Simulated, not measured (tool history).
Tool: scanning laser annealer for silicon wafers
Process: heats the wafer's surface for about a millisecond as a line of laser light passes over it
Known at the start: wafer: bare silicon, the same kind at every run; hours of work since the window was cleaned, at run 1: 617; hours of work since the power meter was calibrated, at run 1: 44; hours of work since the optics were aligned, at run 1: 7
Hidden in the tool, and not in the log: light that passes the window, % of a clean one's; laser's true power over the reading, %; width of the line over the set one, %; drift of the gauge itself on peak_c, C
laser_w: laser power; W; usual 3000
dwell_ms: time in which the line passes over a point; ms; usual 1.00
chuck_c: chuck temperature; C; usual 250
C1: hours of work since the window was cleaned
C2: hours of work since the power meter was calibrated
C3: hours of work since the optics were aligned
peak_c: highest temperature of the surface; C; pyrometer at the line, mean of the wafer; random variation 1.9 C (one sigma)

{"run": 1, "day": 0.0, "laser_w": 3000, "dwell_ms": 1.0, "chuck_c": 250, "C1": 617, "C2": 44, "C3": 7, "peak_c": 1049}
{"run": 2, "day": 0.429, "laser_w": 3000, "dwell_ms": 1.0, "chuck_c": 238, "C1": 624, "C2": 52, "C3": 15, "peak_c": 1036}
{"run": 3, "day": 0.85, "laser_w": 3000, "dwell_ms": 1.0, "chuck_c": 238, "C1": 632, "C2": 59, "C3": 22, "peak_c": 1034}
{"run": 4, "day": 1.417, "laser_w": 3000, "dwell_ms": 1.0, "chuck_c": 230, "C1": 641, "C2": 69, "C3": 32, "peak_c": 1026}
{"run": 5, "day": 1.712, "laser_w": 3000, "dwell_ms": 1.0, "chuck_c": 230, "C1": 646, "C2": 74, "C3": 37, "peak_c": 1022}
{"day": 2.108, "done": "window over the wafer cleaned"}
{"run": 6, "day": 2.167, "laser_w": 3000, "dwell_ms": 1.0, "chuck_c": 283, "C1": 1, "C2": 80, "C3": 43, "peak_c": 1118}
{"run": 7, "day": 2.75, "laser_w": 3000, "dwell_ms": 1.0, "chuck_c": 283, "C1": 11, "C2": 90, "C3": 53, "peak_c": 1118}
{"run": 8, "day": 3.038, "laser_w": 3000, "dwell_ms": 1.0, "chuck_c": 283, "C1": 16, "C2": 95, "C3": 58, "peak_c": 1120}
{"run": 9, "day": 3.446, "laser_w": 3000, "dwell_ms": 1.0, "chuck_c": 283, "C1": 23, "C2": 102, "C3": 65, "peak_c": 1120}
{"run": 10, "day": 3.804, "laser_w": 3147, "dwell_ms": 1.0, "chuck_c": 283, "C1": 29, "C2": 108, "C3": 72, "peak_c": 1172}
{"run": 11, "day": 4.275, "laser_w": 2595, "dwell_ms": 1.0, "chuck_c": 250, "C1": 38, "C2": 117, "C3": 80, "peak_c": 937}
{"day": 4.458, "done": "laser's power meter calibrated"}
{"run": 12, "day": 5.05, "laser_w": 3000, "dwell_ms": 0.95, "chuck_c": 250, "C1": 49, "C2": 10, "C3": 91, "peak_c": 1055}
{"run": 13, "day": 5.575, "laser_w": 3000, "dwell_ms": 0.95, "chuck_c": 250, "C1": 58, "C2": 19, "C3": 100, "peak_c": 1058}
{"run": 14, "day": 6.129, "laser_w": 3000, "dwell_ms": 0.95, "chuck_c": 250, "C1": 67, "C2": 29, "C3": 110, "peak_c": 1054}
{"run": 15, "day": 6.404, "laser_w": 3000, "dwell_ms": 1.0, "chuck_c": 250, "C1": 72, "C2": 34, "C3": 114, "peak_c": 1082}
{"run": 16, "day": 6.762, "laser_w": 3000, "dwell_ms": 1.0, "chuck_c": 250, "C1": 78, "C2": 40, "C3": 121, "peak_c": 1083}
{"day": 7.054, "done": "laser's power meter calibrated, once more"}
{"run": 17, "day": 7.525, "laser_w": 3000, "dwell_ms": 1.0, "chuck_c": 250, "C1": 89, "C2": 8, "C3": 132, "peak_c": 1082}
{"run": 18, "day": 8.158, "laser_w": 3000, "dwell_ms": 1.0, "chuck_c": 250, "C1": 100, "C2": 19, "C3": 143, "peak_c": 1082}
{"run": 19, "day": 8.554, "laser_w": 3000, "dwell_ms": 1.0, "chuck_c": 250, "C1": 107, "C2": 26, "C3": 150, "peak_c": 1084}
{"run": 20, "day": 9.025, "laser_w": 3000, "dwell_ms": 1.0, "chuck_c": 233, "C1": 115, "C2": 34, "C3": 158, "peak_c": 1066}
{"run": 21, "day": 9.633, "laser_w": 3000, "dwell_ms": 1.0, "chuck_c": 281, "C1": 126, "C2": 45, "C3": 168, "peak_c": 1110}
{"run": 22, "day": 10.088, "laser_w": 2563, "dwell_ms": 0.89, "chuck_c": 238, "C1": 134, "C2": 52, "C3": 176, "peak_c": 866}
{"run": 23, "day": 10.567, "laser_w": 3275, "dwell_ms": 0.75, "chuck_c": 248, "C1": 142, "C2": 61, "C3": 184, "peak_c": 1034}
{"run": 24, "day": 11.125, "laser_w": 2865, "dwell_ms": 1.0, "chuck_c": 250, "C1": 152, "C2": 70, "C3": 194, "peak_c": 1026}
{"run": 25, "day": 11.679, "laser_w": 3167, "dwell_ms": 1.0, "chuck_c": 257, "C1": 161, "C2": 80, "C3": 204, "peak_c": 1147}
{"run": 26, "day": 12.1, "laser_w": 3259, "dwell_ms": 1.0, "chuck_c": 250, "C1": 169, "C2": 87, "C3": 211, "peak_c": 1171}
{"run": 27, "day": 12.592, "laser_w": 2576, "dwell_ms": 0.75, "chuck_c": 223, "C1": 177, "C2": 96, "C3": 219, "peak_c": 792}
{"run": 28, "day": 13.054, "laser_w": 3064, "dwell_ms": 1.01, "chuck_c": 237, "C1": 185, "C2": 104, "C3": 227, "peak_c": 1093}
{"run": 29, "day": 13.325, "laser_w": 3000, "dwell_ms": 0.76, "chuck_c": 289, "C1": 190, "C2": 109, "C3": 232, "peak_c": 989}
{"run": 30, "day": 13.604, "laser_w": 3162, "dwell_ms": 0.88, "chuck_c": 265, "C1": 195, "C2": 113, "C3": 237, "peak_c": 1083}
{"run": 31, "day": 14.154, "laser_w": 3000, "dwell_ms": 1.0, "chuck_c": 223, "C1": 204, "C2": 123, "C3": 247, "peak_c": 1049}
{"run": 32, "day": 14.575, "laser_w": 3000, "dwell_ms": 1.0, "chuck_c": 223, "C1": 212, "C2": 130, "C3": 254, "peak_c": 1047}
{"run": 33, "day": 15.188, "laser_w": 2910, "dwell_ms": 1.18, "chuck_c": 247, "C1": 222, "C2": 141, "C3": 264, "peak_c": 1118}
{"run": 34, "day": 15.746, "laser_w": 3260, "dwell_ms": 0.87, "chuck_c": 251, "C1": 232, "C2": 150, "C3": 274, "peak_c": 1097}
{"run": 35, "day": 16.029, "laser_w": 3260, "dwell_ms": 0.87, "chuck_c": 251, "C1": 237, "C2": 155, "C3": 279, "peak_c": 1094}
{"run": 36, "day": 16.388, "laser_w": 3000, "dwell_ms": 0.88, "chuck_c": 240, "C1": 243, "C2": 162, "C3": 285, "peak_c": 1001}
{"run": 37, "day": 16.904, "laser_w": 3000, "dwell_ms": 0.88, "chuck_c": 240, "C1": 252, "C2": 171, "C3": 294, "peak_c": 998}
{"run": 38, "day": 17.546, "laser_w": 3000, "dwell_ms": 1.0, "chuck_c": 215, "C1": 263, "C2": 182, "C3": 305, "peak_c": 1037}
{"run": 39, "day": 18.096, "laser_w": 3172, "dwell_ms": 0.8, "chuck_c": 250, "C1": 273, "C2": 191, "C3": 315, "peak_c": 1027}
{"run": 40, "day": 18.388, "laser_w": 3172, "dwell_ms": 0.8, "chuck_c": 250, "C1": 278, "C2": 196, "C3": 320, "peak_c": 1021}

Hidden state at the last listed run before each entry between runs and at the first one after, where it differs:
Between runs 5 and 6: window over the wafer cleaned (day 2.108)
  light that passes the window, % of a clean one's: 96.3 -> 99.96; laser's true power over the reading, %: -0.1 -> -0.11; width of the line over the set one, %: 0.49 -> 0.51
  measured less the result without the state, peak_c: -46 -> -5 C
Between runs 11 and 12: laser's power meter calibrated (day 4.458)
  light that passes the window, % of a clean one's: 99.75 -> 99.69; laser's true power over the reading, %: -0.12 -> -0.16; width of the line over the set one, %: 0.59 -> 0.62
  measured less the result without the state, peak_c: -6 -> -9 C
Between runs 16 and 17: laser's power meter calibrated, once more (day 7.054)
  light that passes the window, % of a clean one's: 99.53 -> 99.47; laser's true power over the reading, %: -0.17 -> 0.15; width of the line over the set one, %: 0.68 -> 0.71
  measured less the result without the state, peak_c: -12 -> -8 C
